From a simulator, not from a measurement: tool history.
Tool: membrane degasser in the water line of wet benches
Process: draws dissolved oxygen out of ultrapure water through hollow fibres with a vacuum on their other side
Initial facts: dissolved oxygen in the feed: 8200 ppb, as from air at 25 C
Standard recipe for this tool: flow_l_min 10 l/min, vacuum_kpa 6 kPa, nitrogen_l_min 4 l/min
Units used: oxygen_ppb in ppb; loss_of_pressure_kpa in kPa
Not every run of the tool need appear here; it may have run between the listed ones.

{"run": 1, "hour": 0.0, "flow_l_min": 10, "vacuum_kpa": 6, "nitrogen_l_min": 4, "oxygen_ppb": 29.1, "loss_of_pressure_kpa": 59.74}
{"run": 2, "hour": 103.3, "flow_l_min": 10, "vacuum_kpa": 6, "nitrogen_l_min": 4, "oxygen_ppb": 28.6, "loss_of_pressure_kpa": 59.92}
{"run": 3, "hour": 235.6, "flow_l_min": 10, "vacuum_kpa": 6, "nitrogen_l_min": 4, "oxygen_ppb": 29.2, "loss_of_pressure_kpa": 59.77}
{"run": 4, "hour": 325.1, "flow_l_min": 10, "vacuum_kpa": 6, "nitrogen_l_min": 4, "oxygen_ppb": 28.4, "loss_of_pressure_kpa": 59.87}
{"run": 5, "hour": 455.4, "flow_l_min": 10, "vacuum_kpa": 6, "nitrogen_l_min": 4, "oxygen_ppb": 28.7, "loss_of_pressure_kpa": 59.8}
{"run": 6, "hour": 511.8, "flow_l_min": 10, "vacuum_kpa": 6, "nitrogen_l_min": 4, "oxygen_ppb": 28, "loss_of_pressure_kpa": 60.33}
{"run": 7, "hour": 601.8, "flow_l_min": 10, "vacuum_kpa": 6, "nitrogen_l_min": 4, "oxygen_ppb": 28.1, "loss_of_pressure_kpa": 59.62}
{"run": 8, "hour": 729.9, "flow_l_min": 10, "vacuum_kpa": 6, "nitrogen_l_min": 4, "oxygen_ppb": 29.1, "loss_of_pressure_kpa": 59.88}
{"run": 9, "hour": 845.2, "flow_l_min": 10, "vacuum_kpa": 6, "nitrogen_l_min": 4, "oxygen_ppb": 28.8, "loss_of_pressure_kpa": 59.62}
{"run": 10, "hour": 969.7, "flow_l_min": 10, "vacuum_kpa": 5.28, "nitrogen_l_min": 4, "oxygen_ppb": 24, "loss_of_pressure_kpa": 59.25}
{"run": 11, "hour": 1032.3, "flow_l_min": 10, "vacuum_kpa": 5.28, "nitrogen_l_min": 4, "oxygen_ppb": 23.8, "loss_of_pressure_kpa": 59.67}
{"run": 12, "hour": 1101.8, "flow_l_min": 10, "vacuum_kpa": 6, "nitrogen_l_min": 4, "oxygen_ppb": 28.2, "loss_of_pressure_kpa": 59.59}
{"run": 13, "hour": 1220.8, "flow_l_min": 10, "vacuum_kpa": 6, "nitrogen_l_min": 4, "oxygen_ppb": 29, "loss_of_pressure_kpa": 59.38}
{"run": 14, "hour": 1349.8, "flow_l_min": 10, "vacuum_kpa": 11.83, "nitrogen_l_min": 4, "oxygen_ppb": 64.3, "loss_of_pressure_kpa": 59.83}
{"run": 15, "hour": 1478.0, "flow_l_min": 10, "vacuum_kpa": 11.83, "nitrogen_l_min": 4, "oxygen_ppb": 63.4, "loss_of_pressure_kpa": 59.66}
{"run": 16, "hour": 1558.8, "flow_l_min": 10, "vacuum_kpa": 11.83, "nitrogen_l_min": 4, "oxygen_ppb": 64.5, "loss_of_pressure_kpa": 60}
{"run": 17, "hour": 1635.2, "flow_l_min": 10, "vacuum_kpa": 11.83, "nitrogen_l_min": 10.53, "oxygen_ppb": 31.9, "loss_of_pressure_kpa": 59.99}
{"run": 18, "hour": 1733.0, "flow_l_min": 8, "vacuum_kpa": 3.67, "nitrogen_l_min": 2.39, "oxygen_ppb": 6.1, "loss_of_pressure_kpa": 47.91}
{"run": 19, "hour": 1837.8, "flow_l_min": 10, "vacuum_kpa": 5.05, "nitrogen_l_min": 6.38, "oxygen_ppb": 18.1, "loss_of_pressure_kpa": 59.56}
{"run": 20, "hour": 1895.5, "flow_l_min": 12, "vacuum_kpa": 6, "nitrogen_l_min": 10.87, "oxygen_ppb": 36.4, "loss_of_pressure_kpa": 71.83}
{"run": 21, "hour": 1999.7, "flow_l_min": 12, "vacuum_kpa": 6, "nitrogen_l_min": 10.87, "oxygen_ppb": 36.9, "loss_of_pressure_kpa": 71.96}
{"run": 22, "hour": 2133.3, "flow_l_min": 12, "vacuum_kpa": 6, "nitrogen_l_min": 1.7, "oxygen_ppb": 76.8, "loss_of_pressure_kpa": 71.56}
{"run": 23, "hour": 2271.2, "flow_l_min": 11, "vacuum_kpa": 5.27, "nitrogen_l_min": 4, "oxygen_ppb": 32.9, "loss_of_pressure_kpa": 66.04}
{"run": 24, "hour": 2410.4, "flow_l_min": 15, "vacuum_kpa": 5.91, "nitrogen_l_min": 1.95, "oxygen_ppb": 125.1, "loss_of_pressure_kpa": 89.92}
{"run": 25, "hour": 2550.9, "flow_l_min": 10, "vacuum_kpa": 6, "nitrogen_l_min": 1.75, "oxygen_ppb": 50.3, "loss_of_pressure_kpa": 59.69}
{"run": 26, "hour": 2607.5, "flow_l_min": 10, "vacuum_kpa": 6, "nitrogen_l_min": 1.75, "oxygen_ppb": 49.7, "loss_of_pressure_kpa": 59.73}
{"run": 27, "hour": 2728.3, "flow_l_min": 10, "vacuum_kpa": 6, "nitrogen_l_min": 1.75, "oxygen_ppb": 49.4, "loss_of_pressure_kpa": 59.69}
{"run": 28, "hour": 2846.2, "flow_l_min": 13, "vacuum_kpa": 6, "nitrogen_l_min": 3.64, "oxygen_ppb": 66.2, "loss_of_pressure_kpa": 77.7}
{"run": 29, "hour": 2957.6, "flow_l_min": 7, "vacuum_kpa": 6, "nitrogen_l_min": 5.2, "oxygen_ppb": 10.4, "loss_of_pressure_kpa": 41.92}
{"run": 30, "hour": 3026.3, "flow_l_min": 14, "vacuum_kpa": 14.17, "nitrogen_l_min": 9.79, "oxygen_ppb": 94.9, "loss_of_pressure_kpa": 83.58}
{"run": 31, "hour": 3122.3, "flow_l_min": 7, "vacuum_kpa": 6, "nitrogen_l_min": 6.06, "oxygen_ppb": 9.1, "loss_of_pressure_kpa": 41.61}
{"run": 32, "hour": 3186.2, "flow_l_min": 10, "vacuum_kpa": 4.14, "nitrogen_l_min": 2.28, "oxygen_ppb": 21.5, "loss_of_pressure_kpa": 59.84}

Put back what was entered between runs (1 entry, withheld): which listed runs does each sit between, and how does the hidden state differ from the listed run before to the listed run after?
Logged between run 26 and run 27: seals of the vacuum lines changed (hour 2728.3)
  air that leaks in behind the membrane, l/min: 0.0022 -> 0.002
